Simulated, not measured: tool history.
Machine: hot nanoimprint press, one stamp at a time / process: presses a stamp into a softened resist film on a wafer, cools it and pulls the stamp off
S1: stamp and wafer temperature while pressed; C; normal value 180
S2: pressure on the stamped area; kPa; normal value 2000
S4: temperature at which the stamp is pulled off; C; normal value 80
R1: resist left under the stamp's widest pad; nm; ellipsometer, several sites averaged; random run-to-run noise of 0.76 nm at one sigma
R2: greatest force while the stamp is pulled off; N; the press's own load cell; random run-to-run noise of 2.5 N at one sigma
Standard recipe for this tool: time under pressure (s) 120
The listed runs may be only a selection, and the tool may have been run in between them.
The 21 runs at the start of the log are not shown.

Run 22, hour 174.9: usual settings but S1 181 C, S2 2420 kPa, time under pressure (s) 187, S4 66 C. Result: R1 107.0 nm, R2 127 N.
Run 23, hour 181.9: usual settings but S1 181 C, S2 2420 kPa, time under pressure (s) 187, S4 66 C. Result: R1 107.4 nm, R2 129 N.
Run 24, hour 190.3: usual settings but S1 184 C, S2 1530 kPa, time under pressure (s) 77, S4 72 C. Result: R1 160.7 nm, R2 126 N.
Run 25, hour 201.6: usual settings but S1 184 C, S2 1530 kPa, time under pressure (s) 77, S4 72 C. Result: R1 160.6 nm, R2 126 N.
Run 26, hour 208.6: usual settings but S1 184 C, S2 1240 kPa, time under pressure (s) 140, S4 67 C. Result: R1 141.8 nm, R2 128 N.
Run 27, hour 218.0: usual settings but S1 184 C, S2 1240 kPa, time under pressure (s) 140, S4 70 C. Result: R1 140.9 nm, R2 129 N.
Run 28, hour 229.5: usual settings but S1 188 C, S2 2910 kPa, time under pressure (s) 71, S4 77 C. Result: R1 99.1 nm, R2 124 N.
Run 29, hour 237.2: usual settings but time under pressure (s) 81. Result: R1 170.8 nm, R2 121 N.
Run 30, hour 246.7: usual settings but time under pressure (s) 81. Result: R1 171.3 nm, R2 122 N.

Alternative continuations, all from the tool just after run 30; predict every row:
Run A, hour 255.9: usual settings but S1 172 C, S2 2360 kPa, time under pressure (s) 147. Result: R1 ?, R2 ?.
Run B, hour 255.9: usual settings but time under pressure (s) 119. Result: R1 ?, R2 ?.
Run C, hour 255.9: usual settings but S1 185 C, time under pressure (s) 118, S4 85 C. Result: R1 ?, R2 ?.
Run D, hour 255.9: usual settings but S1 179 C, time under pressure (s) 204. Result: R1 ?, R2 ?.

run     R1   R2
  A  197.5  116
  B  149.4  129
  C  114.3  119
  D  126.7  118
The same runs, with their run-to-run variation unchanged, on a tool lacking any hidden condition would have given:
run     R1   R2
  A  211.1  110
  B  160.5  122
  C  122.7  113
  D  136.7  112
